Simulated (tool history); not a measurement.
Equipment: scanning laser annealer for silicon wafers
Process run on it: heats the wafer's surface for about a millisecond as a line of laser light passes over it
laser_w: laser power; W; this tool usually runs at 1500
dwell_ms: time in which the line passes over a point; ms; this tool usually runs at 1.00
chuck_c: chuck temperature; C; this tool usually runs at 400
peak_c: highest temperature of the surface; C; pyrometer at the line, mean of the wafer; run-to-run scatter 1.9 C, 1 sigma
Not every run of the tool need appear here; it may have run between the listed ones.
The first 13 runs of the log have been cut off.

Run 14, day 11.712: usual settings but laser_w 1292 W. Result: peak_c 1063 C.
Run 15, day 13.075: usual settings. Result: peak_c 1165 C.
Run 16, day 14.325: usual settings. Result: peak_c 1165 C.
Run 17, day 14.950: usual settings. Result: peak_c 1165 C.
Run 18, day 15.608: usual settings. Result: peak_c 1168 C.
Run 19, day 16.888: usual settings. Result: peak_c 1165 C.
Run 20, day 18.154: usual settings but laser_w 1384 W, dwell_ms 1.10 ms. Result: peak_c 1149 C.
Run 21, day 19.329: usual settings but laser_w 1384 W, dwell_ms 1.10 ms. Result: peak_c 1143 C.
Run 22, day 19.958: usual settings but laser_w 1384 W, dwell_ms 1.10 ms. Result: peak_c 1150 C.
Run 23, day 21.262: usual settings but laser_w 1397 W. Result: peak_c 1114 C.
Run 24, day 22.021: usual settings but laser_w 1397 W. Result: peak_c 1115 C.
Run 25, day 22.696: usual settings but dwell_ms 0.84 ms, chuck_c 402 C. Result: peak_c 1100 C.
Run 26, day 23.842: usual settings but laser_w 1296 W, dwell_ms 0.97 ms, chuck_c 415 C. Result: peak_c 1069 C.
Run 27, day 24.900: usual settings but laser_w 1296 W, dwell_ms 0.97 ms, chuck_c 415 C. Result: peak_c 1069 C.
Run 28, day 25.996: usual settings but dwell_ms 1.04 ms, chuck_c 392 C. Result: peak_c 1174 C.
Run 29, day 27.408: usual settings but laser_w 1324 W, dwell_ms 1.14 ms, chuck_c 433 C. Result: peak_c 1159 C.
Run 30, day 28.304: usual settings but laser_w 1277 W, dwell_ms 0.90 ms, chuck_c 431 C. Result: peak_c 1050 C.

Predict the results of run 31:
Run 31, day 29.629: usual settings but laser_w 1627 W, dwell_ms 0.95 ms, chuck_c 431 C. Result: peak_c ?.

{"run 31": {"peak_c": 1233}}
With the hidden condition absent and the run-to-run variation left alone, this run would have shown peak_c 1233 C.
